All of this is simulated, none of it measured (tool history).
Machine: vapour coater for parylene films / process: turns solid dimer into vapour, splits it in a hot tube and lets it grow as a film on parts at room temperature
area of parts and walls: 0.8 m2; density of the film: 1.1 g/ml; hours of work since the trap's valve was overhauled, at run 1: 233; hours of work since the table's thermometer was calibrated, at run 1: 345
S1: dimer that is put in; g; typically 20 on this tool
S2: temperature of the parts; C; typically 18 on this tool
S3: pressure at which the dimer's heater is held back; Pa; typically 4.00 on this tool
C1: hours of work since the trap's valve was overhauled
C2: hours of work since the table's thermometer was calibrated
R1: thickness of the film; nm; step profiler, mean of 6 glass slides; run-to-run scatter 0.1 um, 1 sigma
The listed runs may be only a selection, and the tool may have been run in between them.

| run | day | S1 | S2 | S3 | C1 | C2 | R1 |
|---|---|---|---|---|---|---|---|
| 1 | 0.000 | 20 | 18 | 4.00 | 233 | 345 | 11780 |
| 2 | 0.400 | 30 | 18 | 4.00 | 238 | 350 | 17640 |
| 3 | 0.933 | 30 | 18 | 4.00 | 243 | 355 | 17740 |
| 4 | 1.492 | 30 | 18 | 4.00 | 250 | 362 | 17410 |
| 5 | 2.142 | 20 | 18 | 3.70 | 257 | 369 | 11980 |
| 6 | 2.558 | 20 | 18 | 3.70 | 261 | 373 | 11730 |
| 7 | 2.942 | 20 | 18 | 3.70 | 265 | 378 | 11970 |
| 8 | 3.788 | 20 | 18 | 4.00 | 275 | 387 | 11750 |
| 9 | 4.204 | 20 | 18 | 4.00 | 279 | 391 | 11660 |
| 10 | 4.833 | 20 | 25 | 4.00 | 286 | 398 | 8870 |
| 11 | 5.296 | 20 | 16 | 4.00 | 291 | 403 | 12660 |
| 12 | 6.204 | 20 | 16 | 4.00 | 301 | 413 | 12560 |
| 13 | 6.808 | 20 | 18 | 4.00 | 308 | 420 | 11550 |
| 14 | 7.512 | 20 | 18 | 4.00 | 316 | 428 | 11630 |
| 15 | 7.896 | 20 | 18 | 4.00 | 320 | 432 | 11410 |
| 16 | 8.575 | 19 | 18 | 2.62 | 327 | 439 | 11340 |
| 17 | 9.233 | 14 | 18 | 9.13 | 335 | 447 | 7380 |
| 18 | 10.133 | 10 | 27 | 5.28 | 344 | 457 | 3970 |
| 19 | 10.538 | 10 | 27 | 5.28 | 349 | 461 | 4000 |
| 20 | 11.450 | 34 | 16 | 6.24 | 359 | 471 | 19720 |
| 21 | 12.296 | 18 | 17 | 2.95 | 368 | 480 | 11070 |
| 22 | 12.817 | 21 | 24 | 4.00 | 374 | 486 | 9340 |
| 23 | 13.250 | 12 | 10 | 5.82 | 379 | 491 | 8920 |
| 24 | 13.633 | 12 | 10 | 5.82 | 383 | 495 | 8930 |
| 25 | 14.392 | 12 | 10 | 5.82 | 391 | 503 | 8950 |
| 26 | 15.271 | 21 | 10 | 2.95 | 401 | 513 | 16410 |
| 27 | 16.150 | 31 | 18 | 7.31 | 411 | 523 | 16620 |
| 28 | 16.842 | 28 | 18 | 4.00 | 418 | 530 | 15760 |
| 29 | 17.746 | 27 | 18 | 4.80 | 428 | 540 | 14940 |

Below, each run's measurement less what the same run would have read without the hidden state. Both values contain the same run-to-run variation, but the gauge's scatter may not be the same in both:
The hidden state here: vapour lost through the trap's worn valve, %; true temperature of the parts over the reading, C; drift of the gauge itself on film_um, %.
| run | R1 |
|---|---|
| 1 | -770 |
| 2 | -1170 |
| 3 | -1220 |
| 4 | -1220 |
| 5 | -860 |
| 6 | -860 |
| 7 | -880 |
| 8 | -900 |
| 9 | -900 |
| 10 | -700 |
| 11 | -1020 |
| 12 | -1050 |
| 13 | -990 |
| 14 | -1020 |
| 15 | -1010 |
| 16 | -1030 |
| 17 | -680 |
| 18 | -370 |
| 19 | -390 |
| 20 | -1970 |
| 21 | -1140 |
| 22 | -970 |
| 23 | -940 |
| 24 | -950 |
| 25 | -980 |
| 26 | -1830 |
| 27 | -1900 |
| 28 | -1840 |
| 29 | -1780 |
